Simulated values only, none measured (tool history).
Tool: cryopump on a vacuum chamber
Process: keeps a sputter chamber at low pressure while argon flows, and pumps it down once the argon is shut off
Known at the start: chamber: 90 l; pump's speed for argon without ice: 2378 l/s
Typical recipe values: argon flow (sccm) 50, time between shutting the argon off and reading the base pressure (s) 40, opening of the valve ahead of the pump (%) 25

| run | hour | argon flow (sccm) | time between shutting the argon off and reading the base pressure (s) | opening of the valve ahead of the pump (%) | pressure while argon flows (Pa) | pressure after the wait (uPa) |
|---|---|---|---|---|---|---|
| 1 | 0.0 | 50 | 40 | 25 | 0.1475 | 3.06 |
|  | 26.9 | leaking fittings of the chamber tightened, without venting |
| 2 | 51.8 | 50 | 40 | 25 | 0.1462 | 1.71 |
| 3 | 127.4 | 50 | 35 | 25 | 0.1473 | 1.89 |
| 4 | 184.3 | 50 | 35 | 32 | 0.1169 | 1.94 |
|  | 221.6 | pump warmed up, emptied and cooled again |
| 5 | 240.6 | 50 | 56 | 25 | 0.1424 | 1.29 |
| 6 | 285.8 | 50 | 56 | 25 | 0.1430 | 1.28 |
| 7 | 344.4 | 50 | 56 | 25 | 0.1440 | 1.24 |
| 8 | 387.3 | 50 | 56 | 25 | 0.1427 | 1.28 |
| 9 | 451.5 | 50 | 56 | 25 | 0.1433 | 1.31 |
| 10 | 498.3 | 50 | 56 | 25 | 0.1447 | 1.37 |
| 11 | 532.6 | 50 | 56 | 25 | 0.1445 | 1.33 |
| 12 | 574.6 | 50 | 56 | 25 | 0.1455 | 1.30 |
| 13 | 622.7 | 50 | 194 | 33 | 0.1108 | 0.55 |
| 14 | 673.3 | 50 | 168 | 37 | 0.0996 | 0.64 |
| 15 | 712.8 | 65 | 100 | 25 | 0.1889 | 0.90 |
| 16 | 776.2 | 65 | 35 | 26 | 0.1810 | 2.03 |
| 17 | 833.5 | 50 | 40 | 17 | 0.2136 | 1.86 |

Run 18 is up next; what results do you expect?
| 18 | 881.9 | 30 | 56 | 25 | ? | ? |

Run 18 produced pressure while argon flows (Pa) 0.0876, pressure after the wait (uPa) 1.40.
If the tool had no hidden condition, the same run with the same run-to-run variation would have returned pressure while argon flows (Pa) 0.0853, pressure after the wait (uPa) 1.19.
